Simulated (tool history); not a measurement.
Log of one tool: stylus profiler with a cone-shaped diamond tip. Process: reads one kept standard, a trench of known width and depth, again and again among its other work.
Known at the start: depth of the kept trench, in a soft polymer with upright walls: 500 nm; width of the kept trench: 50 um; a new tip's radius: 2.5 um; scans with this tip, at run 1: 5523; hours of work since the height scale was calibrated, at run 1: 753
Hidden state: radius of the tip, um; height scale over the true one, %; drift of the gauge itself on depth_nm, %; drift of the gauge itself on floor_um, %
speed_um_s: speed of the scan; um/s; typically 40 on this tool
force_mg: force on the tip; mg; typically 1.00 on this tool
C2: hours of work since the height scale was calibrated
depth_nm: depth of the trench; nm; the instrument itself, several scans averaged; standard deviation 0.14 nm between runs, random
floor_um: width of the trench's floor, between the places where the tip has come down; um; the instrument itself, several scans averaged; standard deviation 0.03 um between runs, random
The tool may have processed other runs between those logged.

run 1 day=0.000 | speed_um_s=40 force_mg=1.00 | scans_with_this_tip=5523 C2=753 | depth_nm=503.66 floor_um=45.88
run 2 day=2.600 | speed_um_s=40 force_mg=1.00 | scans_with_this_tip=5726 C2=781 | depth_nm=503.68 floor_um=45.92
run 3 day=5.000 | speed_um_s=40 force_mg=1.00 | scans_with_this_tip=5913 C2=806 | depth_nm=503.75 floor_um=45.86
run 4 day=6.317 | speed_um_s=40 force_mg=1.00 | scans_with_this_tip=6016 C2=820 | depth_nm=503.80 floor_um=45.83
run 5 day=8.425 | speed_um_s=80 force_mg=1.00 | scans_with_this_tip=6181 C2=843 | depth_nm=503.72 floor_um=45.65
run 6 day=10.929 | speed_um_s=16 force_mg=1.00 | scans_with_this_tip=6377 C2=869 | depth_nm=504.04 floor_um=45.86
run 7 day=13.646 | speed_um_s=16 force_mg=1.00 | scans_with_this_tip=6589 C2=898 | depth_nm=503.87 floor_um=45.83
run 8 day=16.467 | speed_um_s=40 force_mg=1.00 | scans_with_this_tip=6809 C2=928 | depth_nm=503.81 floor_um=45.72
run 9 day=17.692 | speed_um_s=129 force_mg=0.36 | scans_with_this_tip=6905 C2=941 | depth_nm=502.34 floor_um=45.10
run 10 day=20.017 | speed_um_s=40 force_mg=0.34 | scans_with_this_tip=7086 C2=966 | depth_nm=502.73 floor_um=45.58
run 11 day=22.875 | speed_um_s=40 force_mg=0.34 | scans_with_this_tip=7310 C2=997 | depth_nm=502.26 floor_um=45.52
run 12 day=25.112 | speed_um_s=18 force_mg=0.59 | scans_with_this_tip=7484 C2=1020 | depth_nm=503.10 floor_um=45.68
run 13 day=26.896 | speed_um_s=76 force_mg=0.46 | scans_with_this_tip=7624 C2=1039 | depth_nm=502.79 floor_um=45.37
run 14 day=28.504 | speed_um_s=76 force_mg=0.46 | scans_with_this_tip=7749 C2=1056 | depth_nm=502.85 floor_um=45.34
run 15 day=30.950 | speed_um_s=76 force_mg=0.46 | scans_with_this_tip=7940 C2=1082 | depth_nm=502.70 floor_um=45.34
run 16 day=32.900 | speed_um_s=76 force_mg=0.46 | scans_with_this_tip=8093 C2=1103 | depth_nm=502.72 floor_um=45.30

Branching from run 16: 4 alternative next runs. What would each branch give?
run A day=34.462 | speed_um_s=59 force_mg=0.69 | scans_with_this_tip=8215 C2=1120 | depth_nm=? floor_um=?
run B day=34.462 | speed_um_s=97 force_mg=0.79 | scans_with_this_tip=8215 C2=1120 | depth_nm=? floor_um=?
run C day=34.462 | speed_um_s=113 force_mg=1.84 | scans_with_this_tip=8215 C2=1120 | depth_nm=? floor_um=?
run D day=34.462 | speed_um_s=14 force_mg=0.74 | scans_with_this_tip=8215 C2=1120 | depth_nm=? floor_um=?

run=A depth_nm=503.59 floor_um=45.46
run=B depth_nm=503.64 floor_um=45.25
run=C depth_nm=505.28 floor_um=45.38
run=D depth_nm=503.45 floor_um=45.58
What these runs would have given with no unlogged condition in the tool:
run=A depth_nm=502.43 floor_um=46.81
run=B depth_nm=502.48 floor_um=46.60
run=C depth_nm=504.12 floor_um=46.73
run=D depth_nm=502.29 floor_um=46.93

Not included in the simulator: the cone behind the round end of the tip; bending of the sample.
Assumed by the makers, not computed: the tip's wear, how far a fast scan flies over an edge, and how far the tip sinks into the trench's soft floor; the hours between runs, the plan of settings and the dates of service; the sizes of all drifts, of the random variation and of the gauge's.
